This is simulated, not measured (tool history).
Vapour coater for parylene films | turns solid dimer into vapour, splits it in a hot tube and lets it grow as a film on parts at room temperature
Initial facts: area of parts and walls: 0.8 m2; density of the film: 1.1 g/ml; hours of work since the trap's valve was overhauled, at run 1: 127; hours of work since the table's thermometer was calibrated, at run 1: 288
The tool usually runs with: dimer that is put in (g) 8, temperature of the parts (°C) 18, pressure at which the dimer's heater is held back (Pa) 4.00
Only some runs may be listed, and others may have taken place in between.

| run | hour | dimer that is put in (g) | temperature of the parts (°C) | pressure at which the dimer's heater is held back (Pa) | hours of work since the trap's valve was overhauled | hours of work since the table's thermometer was calibrated | thickness of the film (um) |
|---|---|---|---|---|---|---|---|
| 1 | 0.0 | 8 | 18 | 4.00 | 127 | 288 | 5.47 |
| 2 | 15.2 | 9 | 18 | 4.00 | 136 | 297 | 6.25 |
| 3 | 25.6 | 8 | 18 | 4.00 | 142 | 303 | 5.44 |
| 4 | 39.6 | 13 | 18 | 4.00 | 151 | 312 | 9.06 |
| 5 | 48.1 | 13 | 18 | 4.00 | 156 | 317 | 9.04 |
| 6 | 60.8 | 13 | 13 | 4.00 | 164 | 325 | 10.16 |
| 7 | 79.1 | 13 | 13 | 4.00 | 175 | 336 | 9.90 |
| 8 | 91.6 | 8 | 18 | 4.00 | 183 | 344 | 5.35 |
| 9 | 102.2 | 8 | 18 | 4.00 | 189 | 350 | 5.42 |
| 10 | 116.2 | 8 | 18 | 4.00 | 198 | 359 | 5.37 |
|  | 131.6 | trap's valve overhauled |
| 11 | 134.1 | 8 | 12 | 4.00 | 2 | 368 | 6.11 |
| 12 | 154.8 | 8 | 12 | 4.00 | 14 | 380 | 6.11 |
| 13 | 170.1 | 8 | 12 | 4.00 | 24 | 390 | 5.96 |
| 14 | 189.0 | 8 | 12 | 4.00 | 35 | 401 | 5.88 |
|  | 204.7 | trap's valve overhauled, once more |
| 15 | 209.1 | 8 | 12 | 4.00 | 3 | 411 | 6.80 |
| 16 | 227.8 | 8 | 12 | 4.00 | 14 | 423 | 6.76 |
| 17 | 236.8 | 8 | 18 | 5.84 | 20 | 428 | 5.81 |
| 18 | 255.4 | 8 | 18 | 5.13 | 31 | 440 | 5.77 |
| 19 | 275.2 | 8 | 18 | 5.13 | 43 | 452 | 5.80 |
| 20 | 289.5 | 9 | 18 | 5.13 | 52 | 460 | 6.49 |
| 21 | 299.6 | 8 | 18 | 7.56 | 58 | 467 | 5.62 |
| 22 | 310.6 | 8 | 18 | 7.56 | 65 | 473 | 5.62 |
| 23 | 329.7 | 8 | 18 | 4.00 | 77 | 485 | 5.78 |
| 24 | 345.7 | 8 | 18 | 4.00 | 87 | 495 | 5.80 |
| 25 | 359.5 | 8 | 18 | 4.00 | 95 | 503 | 5.71 |
| 26 | 376.3 | 8 | 18 | 4.00 | 105 | 514 | 5.63 |
| 27 | 396.6 | 8 | 18 | 4.00 | 118 | 526 | 5.62 |
| 28 | 416.4 | 8 | 13 | 10.43 | 130 | 538 | 5.93 |
| 29 | 428.2 | 4 | 20 | 9.48 | 137 | 546 | 2.55 |
| 30 | 444.5 | 6 | 14 | 4.02 | 147 | 556 | 4.57 |
| 31 | 463.5 | 4 | 23 | 3.10 | 159 | 567 | 2.51 |
| 32 | 481.1 | 4 | 23 | 4.76 | 170 | 578 | 2.43 |
| 33 | 490.1 | 4 | 20 | 11.01 | 175 | 584 | 2.50 |
| 34 | 507.4 | 10 | 13 | 3.22 | 186 | 594 | 7.74 |
| 35 | 522.8 | 8 | 18 | 6.75 | 195 | 604 | 5.28 |
|  | 542.7 | trap's valve overhauled |
| 36 | 545.8 | 5 | 12 | 2.28 | 2 | 615 | 4.49 |
| 37 | 560.2 | 7 | 13 | 4.83 | 11 | 624 | 5.91 |
| 38 | 568.8 | 12 | 26 | 2.44 | 16 | 630 | 7.67 |
| 39 | 580.5 | 9 | 19 | 4.00 | 23 | 637 | 6.55 |
| 40 | 596.1 | 6 | 18 | 4.00 | 33 | 646 | 4.47 |
| 41 | 604.6 | 6 | 18 | 4.00 | 38 | 652 | 4.36 |
| 42 | 623.8 | 6 | 18 | 4.00 | 50 | 663 | 4.43 |
| 43 | 643.1 | 5 | 11 | 2.55 | 62 | 675 | 4.41 |
| 44 | 661.3 | 5 | 25 | 2.55 | 73 | 686 | 3.21 |
| 45 | 675.1 | 9 | 13 | 2.55 | 81 | 695 | 7.48 |
| 46 | 689.0 | 9 | 13 | 2.55 | 90 | 703 | 7.47 |

What differs in the tool's unlogged condition from the final listed run ahead of each entry between runs to the first listed run following it?
Runs 10 to 11: trap's valve overhauled (hour 131.6)
  vapour lost through the trap's worn valve, %: 10.5 -> 12.1; true temperature of the parts over the reading, C: -0.45 -> -0.46
  measured value less the no-hidden-state value, thickness of the film (um): -0.57 -> -0.76
Runs 14 to 15: trap's valve overhauled, once more (hour 204.7)
  vapour lost through the trap's worn valve, %: 13.7 -> 0.2; true temperature of the parts over the reading, C: -0.51 -> -0.52
  measured value less the no-hidden-state value, thickness of the film (um): -0.86 -> +0.07
Runs 35 to 36: trap's valve overhauled (hour 542.7)
  vapour lost through the trap's worn valve, %: 9.8 -> 0.2; true temperature of the parts over the reading, C: -0.79 -> -0.8
  measured value less the no-hidden-state value, thickness of the film (um): -0.47 -> +0.07
